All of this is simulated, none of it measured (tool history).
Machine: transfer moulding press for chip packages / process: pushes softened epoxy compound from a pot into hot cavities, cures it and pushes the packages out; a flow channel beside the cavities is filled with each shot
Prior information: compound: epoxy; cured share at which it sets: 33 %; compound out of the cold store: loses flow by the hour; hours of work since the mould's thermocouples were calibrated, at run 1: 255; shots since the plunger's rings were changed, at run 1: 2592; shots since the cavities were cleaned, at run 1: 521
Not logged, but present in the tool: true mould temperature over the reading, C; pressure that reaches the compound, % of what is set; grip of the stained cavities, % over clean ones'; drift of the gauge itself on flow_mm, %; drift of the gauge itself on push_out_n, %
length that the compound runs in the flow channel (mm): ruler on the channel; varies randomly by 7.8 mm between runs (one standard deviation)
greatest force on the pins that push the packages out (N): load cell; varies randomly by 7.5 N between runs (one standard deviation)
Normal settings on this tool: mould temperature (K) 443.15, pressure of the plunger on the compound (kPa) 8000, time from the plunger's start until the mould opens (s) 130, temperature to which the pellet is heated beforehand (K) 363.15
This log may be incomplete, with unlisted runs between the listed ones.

run	day	mould temperature (K)	pressure of the plunger on the compound (kPa)	time from the plunger's start until the mould opens (s)	temperature to which the pellet is heated beforehand (K)	hours of work since the mould's thermocouples were calibrated	shots since the plunger's rings were changed	shots since the cavities were cleaned	incoming compound's hours out of the cold store	length that the compound runs in the flow channel (mm)	greatest force on the pins that push the packages out (N)
1	0	443.15	8000	130	363.15	255	2592	521	41.4	775	458
# day 1.088: cavities cleaned with cleaning compound and waxed
2	2.579	443.15	8000	130	363.15	281	2946	210	34.6	803	577
3	4.288	443.15	8000	154	363.15	298	3187	451	38.6	777	561
# day 5.904: cavities cleaned with cleaning compound and waxed
4	8.125	443.15	9960	130	363.15	337	3718	312	36.4	874	407
# day 10.725: plunger's sealing rings changed
# day 10.788: cavities cleaned with cleaning compound and waxed
5	11.029	443.15	9960	130	363.15	366	34	34	34.9	948	330
6	13.962	443.15	9960	130	363.15	396	448	448	17.9	1017	467
# day 15.267: cavities cleaned with cleaning compound and waxed, once more
7	17.317	443.15	9960	130	363.15	430	911	288	11.7	1061	422
8	19.146	443.15	9960	130	363.15	449	1169	546	20.2	988	463
# day 19.871: cavities cleaned with cleaning compound and waxed
9	21.433	443.15	6280	130	363.15	472	1483	221	46.2	689	372
10	23.221	443.15	6280	130	363.15	490	1734	472	45.4	677	425
# day 24.596: cavities cleaned with cleaning compound and waxed
11	25.762	443.15	6280	130	355.15	516	2084	165	18.8	792	385
# day 29.242: cavities cleaned with cleaning compound and waxed
12	29.404	443.15	6280	130	355.15	553	2588	23	46.7	671	326
13	31.592	443.15	6280	130	355.15	575	2896	331	8.4	829	439
14	33.588	443.15	6280	130	355.15	596	3177	612	31	721	482
# day 33.958: cavities cleaned with cleaning compound and waxed
15	37.046	436.15	6250	144	361.15	631	3656	436	12.9	823	510
# day 38.562: cavities cleaned with cleaning compound and waxed
16	39.538	446.15	6510	130	363.15	656	3998	137	34.9	701	328
# day 40.258: plunger's sealing rings changed
17	42.075	440.15	8000	130	362.15	681	256	480	40.7	802	482
# day 43.454: cavities cleaned with cleaning compound and waxed
18	45.879	440.15	8000	130	362.15	720	783	342	9	974	474
19	47.904	440.15	8000	130	362.15	741	1068	627	23.4	891	547
# day 48.167: cavities cleaned with cleaning compound and waxed
20	50.704	443.15	8000	148	363.15	769	1454	358	19.9	872	396
# day 52.929: cavities cleaned with cleaning compound and waxed
21	53.162	443.15	8000	130	368.15	793	1791	33	23.7	850	341
22	56.608	440.15	6230	122	358.15	829	2277	519	26.6	753	570
# day 57.708: cavities cleaned with cleaning compound and waxed
# day 57.979: mould's thermocouples calibrated
23	60.346	440.15	6230	122	358.15	24	2783	360	18.9	792	559
# day 62.525: cavities cleaned with cleaning compound and waxed
24	62.525	440.15	6230	122	358.15	46	3081	0	15.6	791	420
25	65	440.15	6230	122	358.15	72	3430	349	36.8	707	508
# day 67.179: cavities cleaned with cleaning compound and waxed
26	68.029	440.15	6230	122	358.15	102	3848	120	47.9	662	431
# day 69.733: plunger's sealing rings changed
27	69.746	440.15	6230	121	361.15	119	2	347	45.2	711	515

Hidden state at the last listed run before each entry between runs and at the first one after, where it differs:
Runs 1 to 2: cavities cleaned with cleaning compound and waxed (day 1.088)
  true mould temperature over the reading, C: 0.02 -> 0.06; pressure that reaches the compound, % of what is set: 92.35 -> 91.29; grip of the stained cavities, % over clean ones': 47.2 -> 82.1
  measured result minus the result with no hidden state, length that the compound runs in the flow channel (mm): -31 -> -38; greatest force on the pins that push the packages out (N): +148 -> +257
Runs 3 to 4: cavities cleaned with cleaning compound and waxed (day 5.904)
  true mould temperature over the reading, C: 0.08 -> 0.12; pressure that reaches the compound, % of what is set: 90.64 -> 89.1; grip of the stained cavities, % over clean ones': 86.5 -> 29.3
  measured result minus the result with no hidden state, length that the compound runs in the flow channel (mm): -39 -> -52; greatest force on the pins that push the packages out (N): +259 -> +90
Runs 4 to 5: plunger's sealing rings changed (day 10.725); cavities cleaned with cleaning compound and waxed (day 10.788)
  true mould temperature over the reading, C: 0.12 -> 0.15; pressure that reaches the compound, % of what is set: 89.1 -> 99.59; grip of the stained cavities, % over clean ones': 29.3 -> 3.9
  measured result minus the result with no hidden state, length that the compound runs in the flow channel (mm): -52 -> -3; greatest force on the pins that push the packages out (N): +90 -> +11
Runs 6 to 7: cavities cleaned with cleaning compound and waxed, once more (day 15.267)
  true mould temperature over the reading, C: 0.19 -> 0.23; pressure that reaches the compound, % of what is set: 98.42 -> 97.11; grip of the stained cavities, % over clean ones': 42 -> 27.4
  measured result minus the result with no hidden state, length that the compound runs in the flow channel (mm): -9 -> -17; greatest force on the pins that push the packages out (N): +135 -> +88
Runs 8 to 9: cavities cleaned with cleaning compound and waxed (day 19.871)
  true mould temperature over the reading, C: 0.25 -> 0.28; pressure that reaches the compound, % of what is set: 96.34 -> 95.54; grip of the stained cavities, % over clean ones': 46.5 -> 23.4
  measured result minus the result with no hidden state, length that the compound runs in the flow channel (mm): -20 -> -17; greatest force on the pins that push the packages out (N): +145 -> +70
Runs 10 to 11: cavities cleaned with cleaning compound and waxed (day 24.596)
  true mould temperature over the reading, C: 0.3 -> 0.33; pressure that reaches the compound, % of what is set: 94.88 -> 93.88; grip of the stained cavities, % over clean ones': 41.6 -> 20.2
  measured result minus the result with no hidden state, length that the compound runs in the flow channel (mm): -19 -> -26; greatest force on the pins that push the packages out (N): +124 -> +60
Runs 11 to 12: cavities cleaned with cleaning compound and waxed (day 29.242)
  true mould temperature over the reading, C: 0.33 -> 0.37; pressure that reaches the compound, % of what is set: 93.88 -> 92.5; grip of the stained cavities, % over clean ones': 20.2 -> 4.3
  measured result minus the result with no hidden state, length that the compound runs in the flow channel (mm): -26 -> -27; greatest force on the pins that push the packages out (N): +60 -> +10
Runs 14 to 15: cavities cleaned with cleaning compound and waxed (day 33.958)
  true mould temperature over the reading, C: 0.42 -> 0.46; pressure that reaches the compound, % of what is set: 90.79 -> 89.48; grip of the stained cavities, % over clean ones': 51.9 -> 39.5
  measured result minus the result with no hidden state, length that the compound runs in the flow channel (mm): -37 -> -50; greatest force on the pins that push the packages out (N): +161 -> +136
Runs 15 to 16: cavities cleaned with cleaning compound and waxed (day 38.562)
  true mould temperature over the reading, C: 0.46 -> 0.49; pressure that reaches the compound, % of what is set: 89.48 -> 88.57; grip of the stained cavities, % over clean ones': 39.5 -> 14.9
  measured result minus the result with no hidden state, length that the compound runs in the flow channel (mm): -50 -> -46; greatest force on the pins that push the packages out (N): +136 -> +41
Runs 16 to 17: plunger's sealing rings changed (day 40.258)
  true mould temperature over the reading, C: 0.49 -> 0.52; pressure that reaches the compound, % of what is set: 88.57 -> 98.67; grip of the stained cavities, % over clean ones': 14.9 -> 42.7
  measured result minus the result with no hidden state, length that the compound runs in the flow channel (mm): -46 -> -8; greatest force on the pins that push the packages out (N): +41 -> +136
Runs 17 to 18: cavities cleaned with cleaning compound and waxed (day 43.454)
  true mould temperature over the reading, C: 0.52 -> 0.56; pressure that reaches the compound, % of what is set: 98.67 -> 97.2; grip of the stained cavities, % over clean ones': 42.7 -> 32.5
  measured result minus the result with no hidden state, length that the compound runs in the flow channel (mm): -8 -> -17; greatest force on the pins that push the packages out (N): +136 -> +106
Runs 19 to 20: cavities cleaned with cleaning compound and waxed (day 48.167)
  true mould temperature over the reading, C: 0.59 -> 0.62; pressure that reaches the compound, % of what is set: 96.38 -> 95.27; grip of the stained cavities, % over clean ones': 51.1 -> 33.9
  measured result minus the result with no hidden state, length that the compound runs in the flow channel (mm): -19 -> -24; greatest force on the pins that push the packages out (N): +174 -> +98
Runs 20 to 21: cavities cleaned with cleaning compound and waxed (day 52.929)
  true mould temperature over the reading, C: 0.62 -> 0.65; pressure that reaches the compound, % of what is set: 95.27 -> 94.28; grip of the stained cavities, % over clean ones': 33.9 -> 7.2
  measured result minus the result with no hidden state, length that the compound runs in the flow channel (mm): -24 -> -28; greatest force on the pins that push the packages out (N): +98 -> +17
Runs 22 to 23: cavities cleaned with cleaning compound and waxed (day 57.708); mould's thermocouples calibrated (day 57.979)
  true mould temperature over the reading, C: 0.69 -> 0.14; pressure that reaches the compound, % of what is set: 93.07 -> 91.68; grip of the stained cavities, % over clean ones': 48 -> 36.4
  measured result minus the result with no hidden state, length that the compound runs in the flow channel (mm): -30 -> -35; greatest force on the pins that push the packages out (N): +172 -> +144
Runs 23 to 24: cavities cleaned with cleaning compound and waxed (day 62.525)
  true mould temperature over the reading, C: 0.14 -> 0.16; pressure that reaches the compound, % of what is set: 91.68 -> 90.88; grip of the stained cavities, % over clean ones': 36.4 -> 0.4
  measured result minus the result with no hidden state, length that the compound runs in the flow channel (mm): -35 -> -40; greatest force on the pins that push the packages out (N): +144 -> -3
Runs 25 to 26: cavities cleaned with cleaning compound and waxed (day 67.179)
  true mould temperature over the reading, C: 0.19 -> 0.23; pressure that reaches the compound, % of what is set: 89.9 -> 88.75; grip of the stained cavities, % over clean ones': 33.4 -> 16.7
  measured result minus the result with no hidden state, length that the compound runs in the flow channel (mm): -39 -> -41; greatest force on the pins that push the packages out (N): +123 -> +58
Runs 26 to 27: plunger's sealing rings changed (day 69.733)
  true mould temperature over the reading, C: 0.23 -> 0.25; pressure that reaches the compound, % of what is set: 88.75 -> 99.65; grip of the stained cavities, % over clean ones': 16.7 -> 35.3
  measured result minus the result with no hidden state, length that the compound runs in the flow channel (mm): -41 -> -2; greatest force on the pins that push the packages out (N): +58 -> +128
